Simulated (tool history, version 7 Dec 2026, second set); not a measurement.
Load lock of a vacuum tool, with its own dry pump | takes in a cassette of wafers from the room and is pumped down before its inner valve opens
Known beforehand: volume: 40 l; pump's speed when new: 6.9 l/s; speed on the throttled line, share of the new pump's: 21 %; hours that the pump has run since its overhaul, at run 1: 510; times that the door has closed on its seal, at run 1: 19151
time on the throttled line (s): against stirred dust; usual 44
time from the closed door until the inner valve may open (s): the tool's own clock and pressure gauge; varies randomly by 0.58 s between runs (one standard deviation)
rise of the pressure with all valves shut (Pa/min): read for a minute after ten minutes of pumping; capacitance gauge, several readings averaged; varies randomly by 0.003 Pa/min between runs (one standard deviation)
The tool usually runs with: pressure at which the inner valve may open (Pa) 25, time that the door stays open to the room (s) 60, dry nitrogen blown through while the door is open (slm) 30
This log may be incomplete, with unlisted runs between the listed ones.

run    hour  time on the throttled line (s)  pressure at which the inner valve may open (Pa)  time that the door stays open to the room (s)  dry nitrogen blown through while the door is open (slm)  hours that the pump has run since its overhaul  times that the door has closed on its seal  incoming humidity of the room's air, %  time from the closed door until the inner valve may open (s)  rise of the pressure with all valves shut (Pa/min)
  1     0.0                              44                                               25                                             60                                                       30                                             510                                       19151                                    47.9                                                          82.4                                               0.084
  2   203.4                              44                                               25                                             60                                                       30                                             713                                       19621                                    46.0                                                          82.6                                               0.086
  3   470.9                              31                                               25                                             60                                                       30                                             980                                       20238                                    43.9                                                          73.6                                               0.083
  4   660.9                              44                                               45                                             60                                                       30                                            1170                                       20676                                    43.2                                                          79.8                                               0.083
  5   796.2                              44                                               25                                             60                                                        5                                            1306                                       20988                                    45.6                                                          83.2                                               0.121
  6   961.8                              44                                               25                                             60                                                        5                                            1471                                       21370                                    45.1                                                          83.0                                               0.123
  7  1172.9                              44                                               25                                             92                                                       30                                            1682                                       21857                                    42.7                                                          82.9                                               0.099
  8  1336.1                              44                                               25                                             92                                                       30                                            1846                                       22234                                    46.0                                                          83.8                                               0.102
  9  1510.9                              44                                               25                                             92                                                       30                                            2020                                       22637                                    45.5                                                          84.3                                               0.104
 10  1798.0                              44                                               25                                             60                                                       30                                            2308                                       23299                                    44.7                                                          85.1                                               0.099
 11  2051.5                              44                                               25                                             60                                                       30                                            2561                                       23884                                    46.4                                                          84.4                                               0.095
 12  2236.8                              44                                               25                                             60                                                       30                                            2746                                       24311                                    46.1                                                          84.6                                               0.104
 13  2525.7                              44                                               34                                             60                                                       30                                            3035                                       24977                                    45.8                                                          82.7                                               0.102
 14  2746.6                              36                                               25                                             60                                                       30                                            3256                                       25487                                    49.9                                                          78.3                                               0.108
 15  2897.7                              44                                               25                                             60                                                        8                                            3407                                       25836                                    43.8                                                          84.4                                               0.138
 16  3037.7                              44                                               25                                             60                                                        8                                            3547                                       26158                                    43.2                                                          84.3                                               0.139
 17  3256.5                              34                                               21                                             33                                                        5                                            3766                                       26663                                    47.9                                                          77.8                                               0.128
 18  3462.8                              22                                               25                                             60                                                       30                                            3972                                       27139                                    44.2                                                          67.7                                               0.116
 19  3632.5                              23                                               41                                             34                                                       28                                            4142                                       27531                                    41.8                                                          65.0                                               0.113
 20  3905.3                              23                                               26                                             34                                                        7                                            4415                                       28160                                    43.2                                                          68.9                                               0.133
 21  4106.0                              32                                               44                                             60                                                       19                                            4616                                       28623                                    45.2                                                          72.4                                               0.135
 22  4380.6                              33                                               36                                            180                                                       14                                            4890                                       29256                                    44.5                                                          74.5                                               0.190
 23  4608.8                              70                                               25                                             26                                                       30                                            5118                                       29783                                    41.0                                                         107.0                                               0.119
 24  4890.2                              44                                               30                                             27                                                       30                                            5400                                       30432                                    48.4                                                          84.1                                               0.131
 25  5067.7                              44                                               30                                             27                                                       30                                            5577                                       30841                                    49.0                                                          84.0                                               0.132
 26  5351.3                              44                                               30                                             27                                                       30                                            5861                                       31495                                    43.1                                                          85.3                                               0.131
 27  5594.1                              44                                               30                                             27                                                       30                                            6104                                       32055                                    47.2                                                          85.3                                               0.139
 28  5752.7                              28                                               40                                             27                                                       12                                            6262                                       32421                                    47.2                                                          70.6                                               0.146
 29  5898.2                              28                                               40                                             71                                                       12                                            6408                                       32757                                    45.6                                                          70.3                                               0.172
 30  6090.6                              29                                               30                                             58                                                        7                                            6600                                       33201                                    43.5                                                          73.7                                               0.177
 31  6377.2                              29                                               30                                             58                                                        7                                            6887                                       33862                                    44.5                                                          74.6                                               0.180
 32  6548.2                              54                                               24                                             26                                                        9                                            7058                                       34256                                    48.1                                                          95.9                                               0.162

Branching from run 32: 5 alternative next runs. What would each branch give?
  A  6826.9                              54                                               24                                             26                                                       31                                            7336                                       34899                                    43.4                                                             ?                                                   ?
  B  6826.9                              54                                               22                                             42                                                        9                                            7336                                       34899                                    45.7                                                             ?                                                   ?
  C  6826.9                              69                                               24                                             26                                                       10                                            7336                                       34899                                    43.8                                                             ?                                                   ?
  D  6826.9                              51                                               25                                             95                                                        9                                            7336                                       34899                                    45.7                                                             ?                                                   ?
  E  6826.9                              44                                               25                                             60                                                       22                                            7336                                       34899                                    45.4                                                             ?                                                   ?

run  time from the closed door until the inner valve may open (s)  rise of the pressure with all valves shut (Pa/min)
  A                                                          94.9                                               0.149
  B                                                          94.8                                               0.175
  C                                                         107.3                                               0.161
  D                                                          92.7                                               0.210
  E                                                          87.6                                               0.167
With the hidden condition removed and each run's random variation left untouched, the same runs would have given:
run  time from the closed door until the inner valve may open (s)  rise of the pressure with all valves shut (Pa/min)
  A                                                          90.4                                               0.012
  B                                                          90.5                                               0.037
  C                                                         103.3                                               0.023
  D                                                          88.3                                               0.072
  E                                                          83.0                                               0.030
